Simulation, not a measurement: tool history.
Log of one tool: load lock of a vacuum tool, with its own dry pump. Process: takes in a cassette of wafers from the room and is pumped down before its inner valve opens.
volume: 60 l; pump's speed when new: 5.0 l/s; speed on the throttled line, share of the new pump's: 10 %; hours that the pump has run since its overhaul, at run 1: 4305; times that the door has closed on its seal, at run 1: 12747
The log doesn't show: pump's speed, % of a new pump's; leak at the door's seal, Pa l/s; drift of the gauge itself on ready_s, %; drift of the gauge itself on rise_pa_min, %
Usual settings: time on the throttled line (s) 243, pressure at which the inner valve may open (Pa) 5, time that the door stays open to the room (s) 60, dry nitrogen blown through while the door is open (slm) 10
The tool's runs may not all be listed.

run,hour,time on the throttled line (s),pressure at which the inner valve may open (Pa),time that the door stays open to the room (s),dry nitrogen blown through while the door is open (slm),hours that the pump has run since its overhaul,times that the door has closed on its seal,"incoming humidity of the room's air, %",time from the closed door until the inner valve may open (s),rise of the pressure with all valves shut (Pa/min)
1,0,243,5,60,10,4305,12747,45.1,346.1,0.157
2,85.1,243,5,60,11,4390,12969,43.8,347.2,0.153
3,258.7,243,5,60,11,4563,13424,46,347.1,0.158
4,381.4,243,5,60,11,4686,13745,43.9,347.5,0.167
5,535.5,243,5,60,10,4840,14148,44.4,347.5,0.173
6,626.4,243,5,60,10,4931,14386,44.4,346,0.174
7,800.1,146,5,60,15,5105,14840,43.3,262.5,0.173

Forecast run 8:
8,956,158,5,60,4,5261,15248,47.2,?,?

time from the closed door until the inner valve may open (s): 271.3
rise of the pressure with all valves shut (Pa/min): 0.201
Without the tool's hidden state the same run would have given time from the closed door until the inner valve may open (s) 264.5, rise of the pressure with all valves shut (Pa/min) 0.06.
